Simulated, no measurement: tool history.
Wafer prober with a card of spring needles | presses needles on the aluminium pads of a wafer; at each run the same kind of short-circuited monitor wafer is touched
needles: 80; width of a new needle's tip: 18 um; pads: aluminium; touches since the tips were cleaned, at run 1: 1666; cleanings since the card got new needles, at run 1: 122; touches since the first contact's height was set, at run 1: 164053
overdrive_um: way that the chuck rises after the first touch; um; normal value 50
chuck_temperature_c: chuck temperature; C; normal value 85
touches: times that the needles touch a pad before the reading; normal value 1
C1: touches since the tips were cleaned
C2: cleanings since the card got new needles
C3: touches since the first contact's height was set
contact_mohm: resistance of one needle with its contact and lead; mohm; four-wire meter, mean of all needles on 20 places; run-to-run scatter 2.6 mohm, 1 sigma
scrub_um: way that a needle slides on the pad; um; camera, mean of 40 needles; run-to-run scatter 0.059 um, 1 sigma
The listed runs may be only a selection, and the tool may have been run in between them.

Run 1, day 0.000: usual settings; C1 1666; C2 122; C3 164053. Result: contact_mohm 301 mohm, scrub_um 11.10 um.
At day 0.358: tips cleaned on abrasive film.
At day 0.838: tips cleaned on abrasive film.
At day 1.433: tips cleaned on abrasive film.
At day 1.908: tips cleaned on abrasive film.
At day 2.417: tips cleaned on abrasive film.
Run 2, day 2.417: usual settings but overdrive_um 34 um; C1 0; C2 127; C3 190596. Result: contact_mohm 315 mohm, scrub_um 7.51 um.
At day 3.012: tips cleaned on abrasive film.
At day 3.025: height of the first contact set anew.
At day 3.621: tips cleaned on abrasive film.
Run 3, day 3.850: usual settings but overdrive_um 34 um; C1 2519; C2 129; C3 9068. Result: contact_mohm 321 mohm, scrub_um 7.55 um.
At day 4.208: tips cleaned on abrasive film.
At day 4.688: tips cleaned on abrasive film.
At day 5.162: tips cleaned on abrasive film.
At day 5.758: tips cleaned on abrasive film.
Run 4, day 5.858: usual settings but overdrive_um 34 um, chuck_temperature_c 66 C; C1 1128; C2 133; C3 31149. Result: contact_mohm 311 mohm, scrub_um 7.63 um.
At day 6.338: tips cleaned on abrasive film.
At day 6.933: tips cleaned on abrasive film.
At day 7.408: tips cleaned on abrasive film.
At day 8.004: tips cleaned on abrasive film.
Run 5, day 8.117: usual settings but overdrive_um 34 um, chuck_temperature_c 74 C; C1 1224; C2 137; C3 55945. Result: contact_mohm 314 mohm, scrub_um 7.65 um.
At day 8.592: tips cleaned on abrasive film.
At day 9.188: tips cleaned on abrasive film.
At day 9.783: tips cleaned on abrasive film.
At day 10.262: tips cleaned on abrasive film.
Run 6, day 10.296: usual settings but overdrive_um 34 um, chuck_temperature_c 74 C; C1 376; C2 141; C3 79893. Result: contact_mohm 315 mohm, scrub_um 7.62 um.
At day 10.775: tips cleaned on abrasive film.
At day 11.371: tips cleaned on abrasive film.
Run 7, day 11.708: usual settings; C1 3763; C2 143; C3 95444. Result: contact_mohm 301 mohm, scrub_um 11.19 um.
At day 11.950: tips cleaned on abrasive film.
At day 12.546: tips cleaned on abrasive film.
At day 13.021: tips cleaned on abrasive film.
At day 13.617: tips cleaned on abrasive film.
At day 14.133: tips cleaned on abrasive film.
Run 8, day 14.133: usual settings but overdrive_um 60 um; C1 0; C2 148; C3 122068. Result: contact_mohm 296 mohm, scrub_um 13.39 um.
At day 14.729: tips cleaned on abrasive film.
At day 15.325: tips cleaned on abrasive film.
At day 15.921: tips cleaned on abrasive film.
At day 16.517: tips cleaned on abrasive film.
Run 9, day 16.729: usual settings but overdrive_um 60 um; C1 2373; C2 152; C3 150632. Result: contact_mohm 293 mohm, scrub_um 13.33 um.
At day 17.092: tips cleaned on abrasive film.
At day 17.567: tips cleaned on abrasive film.
At day 18.162: tips cleaned on abrasive film.
At day 18.642: tips cleaned on abrasive film.
At day 19.183: tips cleaned on abrasive film.
Run 10, day 19.183: usual settings but chuck_temperature_c 43 C; C1 0; C2 157; C3 177544. Result: contact_mohm 288 mohm, scrub_um 11.19 um.
At day 19.658: tips cleaned on abrasive film.
At day 20.254: tips cleaned on abrasive film.
At day 20.733: tips cleaned on abrasive film.
At day 20.983: height of the first contact set anew.
At day 21.342: tips cleaned on abrasive film.
Run 11, day 21.483: usual settings but touches 2; C1 1563; C2 161; C3 5493. Result: contact_mohm 303 mohm, scrub_um 11.12 um.
At day 21.842: tips cleaned on abrasive film.
At day 22.317: tips cleaned on abrasive film.
At day 22.912: tips cleaned on abrasive film.
At day 23.508: tips cleaned on abrasive film.
At day 23.988: tips cleaned on abrasive film.
Run 12, day 24.246: usual settings but touches 2; C1 2855; C2 166; C3 35851. Result: contact_mohm 308 mohm, scrub_um 11.11 um.
At day 24.483: tips cleaned on abrasive film.
At day 25.079: tips cleaned on abrasive film.
At day 25.675: tips cleaned on abrasive film.
Run 13, day 26.075: usual settings; C1 4398; C2 169; C3 55962. Result: contact_mohm 303 mohm, scrub_um 11.13 um.
At day 26.196: tips cleaned on abrasive film.
At day 26.792: tips cleaned on abrasive film.
At day 27.271: tips cleaned on abrasive film.
At day 27.862: tips cleaned on abrasive film.
Run 14, day 28.046: usual settings; C1 2010; C2 173; C3 77616. Result: contact_mohm 303 mohm, scrub_um 11.11 um.
At day 28.404: tips cleaned on abrasive film.
At day 29.000: tips cleaned on abrasive film.
At day 29.596: tips cleaned on abrasive film.
At day 30.192: tips cleaned on abrasive film.
Run 15, day 30.621: usual settings; C1 4746; C2 177; C3 105935. Result: contact_mohm 303 mohm, scrub_um 11.09 um.
At day 30.742: tips cleaned on abrasive film.
At day 31.221: tips cleaned on abrasive film.
At day 31.817: tips cleaned on abrasive film.
At day 32.412: tips cleaned on abrasive film.
At day 33.008: tips cleaned on abrasive film.
At day 33.575: tips cleaned on abrasive film.
Run 16, day 33.575: usual settings but overdrive_um 34 um, chuck_temperature_c 27 C; C1 0; C2 183; C3 138371. Result: contact_mohm 297 mohm, scrub_um 7.48 um.
At day 34.171: tips cleaned on abrasive film.
At day 34.646: tips cleaned on abrasive film.
At day 35.242: tips cleaned on abrasive film.
Run 17, day 35.462: usual settings but overdrive_um 65 um, chuck_temperature_c 96 C; C1 2446; C2 186; C3 159151. Result: contact_mohm 299 mohm, scrub_um 14.49 um.
At day 35.825: tips cleaned on abrasive film.
At day 36.300: tips cleaned on abrasive film.
At day 36.817: tips cleaned on abrasive film.
Run 18, day 36.817: usual settings but overdrive_um 46 um, chuck_temperature_c 96 C, touches 2; C1 0; C2 189; C3 173970. Result: contact_mohm 306 mohm, scrub_um 10.22 um.
At day 37.412: tips cleaned on abrasive film.
At day 38.008: tips cleaned on abrasive film.
Run 19, day 38.092: usual settings but overdrive_um 46 um, chuck_temperature_c 90 C; C1 950; C2 191; C3 188015. Result: contact_mohm 307 mohm, scrub_um 10.20 um.
At day 38.571: tips cleaned on abrasive film.
At day 38.938: height of the first contact set anew.
At day 39.058: tips cleaned on abrasive film.
At day 39.654: tips cleaned on abrasive film.
At day 40.250: tips cleaned on abrasive film.
Run 20, day 40.658: usual settings but chuck_temperature_c 30 C; C1 4505; C2 195; C3 18910. Result: contact_mohm 281 mohm, scrub_um 11.07 um.
At day 40.779: tips cleaned on abrasive film.
At day 41.258: tips cleaned on abrasive film.
At day 41.854: tips cleaned on abrasive film.
Run 21, day 41.875: usual settings but chuck_temperature_c 81 C, touches 2; C1 248; C2 198; C3 32254. Result: contact_mohm 304 mohm, scrub_um 11.10 um.
At day 42.354: tips cleaned on abrasive film.
At day 42.946: tips cleaned on abrasive film.
At day 43.471: tips cleaned on abrasive film.
Run 22, day 43.471: usual settings but chuck_temperature_c 81 C, touches 2; C1 0; C2 201; C3 49779. Result: contact_mohm 304 mohm, scrub_um 11.00 um.
At day 44.067: tips cleaned on abrasive film.
At day 44.662: tips cleaned on abrasive film.
Run 23, day 44.733: usual settings but chuck_temperature_c 81 C, touches 2; C1 818; C2 203; C3 63691. Result: contact_mohm 298 mohm, scrub_um 11.10 um.
At day 45.212: tips cleaned on abrasive film.
At day 45.808: tips cleaned on abrasive film.
At day 46.283: tips cleaned on abrasive film.
Run 24, day 46.325: usual settings but overdrive_um 32 um, chuck_temperature_c 78 C, touches 2; C1 448; C2 206; C3 81163. Result: contact_mohm 313 mohm, scrub_um 7.04 um.
At day 46.804: tips cleaned on abrasive film.
At day 47.279: tips cleaned on abrasive film.
At day 47.875: tips cleaned on abrasive film.
Run 25, day 48.242: usual settings but overdrive_um 47 um, chuck_temperature_c 28 C; C1 4037; C2 209; C3 102228. Result: contact_mohm 283 mohm, scrub_um 10.36 um.
At day 48.362: tips cleaned on abrasive film.
At day 48.842: tips cleaned on abrasive film.
At day 49.438: tips cleaned on abrasive film.
Run 26, day 49.600: usual settings but overdrive_um 43 um, chuck_temperature_c 28 C, touches 2; C1 1828; C2 212; C3 117150. Result: contact_mohm 283 mohm, scrub_um 9.43 um.

Branching from run 26: 3 alternative next runs. What would each branch give?
At day 49.958: tips cleaned on abrasive film.
At day 50.554: tips cleaned on abrasive film.
At day 51.150: tips cleaned on abrasive film.
Run A, day 51.300: usual settings but overdrive_um 55 um, chuck_temperature_c 102 C; C1 1631; C2 215; C3 135804. Result: contact_mohm ?, scrub_um ?.
At day 49.958: tips cleaned on abrasive film.
At day 50.554: tips cleaned on abrasive film.
At day 51.150: tips cleaned on abrasive film.
Run B, day 51.300: usual settings but overdrive_um 65 um, chuck_temperature_c 30 C; C1 1631; C2 215; C3 135804. Result: contact_mohm ?, scrub_um ?.
At day 49.958: tips cleaned on abrasive film.
At day 50.554: tips cleaned on abrasive film.
At day 51.150: tips cleaned on abrasive film.
Run C, day 51.300: usual settings but overdrive_um 51 um, chuck_temperature_c 88 C, touches 2; C1 1631; C2 215; C3 135804. Result: contact_mohm ?, scrub_um ?.

run  contact_mohm  scrub_um
  A           307     12.13
  B           279     14.31
  C           301     11.20
With the hidden condition removed and each run's random variation left untouched, the same runs would have given:
run  contact_mohm  scrub_um
  A           307     12.33
  B           279     14.55
  C           301     11.39

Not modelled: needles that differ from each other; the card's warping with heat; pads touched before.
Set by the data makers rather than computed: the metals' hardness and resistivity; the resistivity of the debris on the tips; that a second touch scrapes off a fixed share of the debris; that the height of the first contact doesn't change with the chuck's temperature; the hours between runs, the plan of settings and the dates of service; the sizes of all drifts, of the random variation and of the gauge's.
